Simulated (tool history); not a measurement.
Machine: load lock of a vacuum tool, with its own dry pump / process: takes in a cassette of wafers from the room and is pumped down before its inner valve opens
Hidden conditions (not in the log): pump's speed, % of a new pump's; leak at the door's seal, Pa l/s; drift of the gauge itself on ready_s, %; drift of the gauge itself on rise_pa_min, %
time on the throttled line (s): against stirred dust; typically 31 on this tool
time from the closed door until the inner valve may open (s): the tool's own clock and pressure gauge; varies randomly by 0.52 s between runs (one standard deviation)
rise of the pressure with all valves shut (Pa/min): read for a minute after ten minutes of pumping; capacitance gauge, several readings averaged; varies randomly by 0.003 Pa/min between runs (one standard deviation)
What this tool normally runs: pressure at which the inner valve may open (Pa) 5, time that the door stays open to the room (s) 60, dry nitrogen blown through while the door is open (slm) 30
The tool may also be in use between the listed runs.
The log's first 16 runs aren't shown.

run	day	time on the throttled line (s)	pressure at which the inner valve may open (Pa)	time that the door stays open to the room (s)	dry nitrogen blown through while the door is open (slm)	hours that the pump has run since its overhaul	times that the door has closed on its seal	incoming humidity of the room's air, %	time from the closed door until the inner valve may open (s)	rise of the pressure with all valves shut (Pa/min)
17	156.025	31	9	60	30	11222	36375	45	75.9	0.142
18	171.15	31	9	60	30	11585	37605	43.7	76.1	0.155
19	185.817	31	6	81	30	11937	38798	39.9	79.1	0.168
20	194.321	35	4	60	30	12141	39490	46.1	84.3	0.166
# day 204.838: dry pump taken out, an overhauled one fitted
21	208.454	35	4	60	30	87	40619	44.2	75.8	0.169
22	220	31	10	60	13	364	41558	45.2	67.7	0.195
23	234.858	19	4	29	11	720	42766	43.2	64.9	0.18
24	248.842	18	7	108	16	1056	43903	43.6	61.8	0.218
25	259.012	18	5	108	16	1300	44731	45.4	63	0.23
26	268.846	53	6	56	23	1536	45530	44	86.6	0.194
27	278.708	53	8	99	23	1773	46333	45.7	84	0.23
28	291.325	30	8	108	37	2076	47359	44.9	70.5	0.22
29	306.354	30	8	108	37	2436	48581	44	69.5	0.235
30	312.908	31	5	44	8	2594	49114	43.6	73.2	0.235
31	327.438	31	5	44	44	2942	50296	48.5	73.3	0.223
32	339.212	31	5	117	30	3225	51253	44.5	73.7	0.255
33	346.204	25	5	60	22	3393	51822	45.2	69.1	0.241
# day 352.383: door's seal changed, seat wiped
34	357.229	21	9	29	30	3656	395	43.1	63.4	0.033
35	364.571	43	6	60	30	3832	991	42.4	81.9	0.042
36	373.167	31	5	130	5	4038	1690	47.9	73.8	0.119

5 options for the next run, each taken on its own from the tool as it stands now. Forecast them:
A	382.512	34	5	26	30	4263	2451	45	?	?
B	382.512	31	5	69	7	4263	2451	47.5	?	?
C	382.512	22	5	190	17	4263	2451	47.3	?	?
D	382.512	31	5	60	30	4263	2451	42.2	?	?
E	382.512	35	5	209	30	4263	2451	42.8	?	?

run	time from the closed door until the inner valve may open (s)	rise of the pressure with all valves shut (Pa/min)
A	76.6	0.035
B	74.5	0.09
C	68.3	0.109
D	73.9	0.047
E	77	0.087
Take away the tool's hidden state, keep each run's random variation, and the runs would have read:
run	time from the closed door until the inner valve may open (s)	rise of the pressure with all valves shut (Pa/min)
A	74.1	0.032
B	72	0.087
C	65.6	0.106
D	71.3	0.044
E	74.6	0.084

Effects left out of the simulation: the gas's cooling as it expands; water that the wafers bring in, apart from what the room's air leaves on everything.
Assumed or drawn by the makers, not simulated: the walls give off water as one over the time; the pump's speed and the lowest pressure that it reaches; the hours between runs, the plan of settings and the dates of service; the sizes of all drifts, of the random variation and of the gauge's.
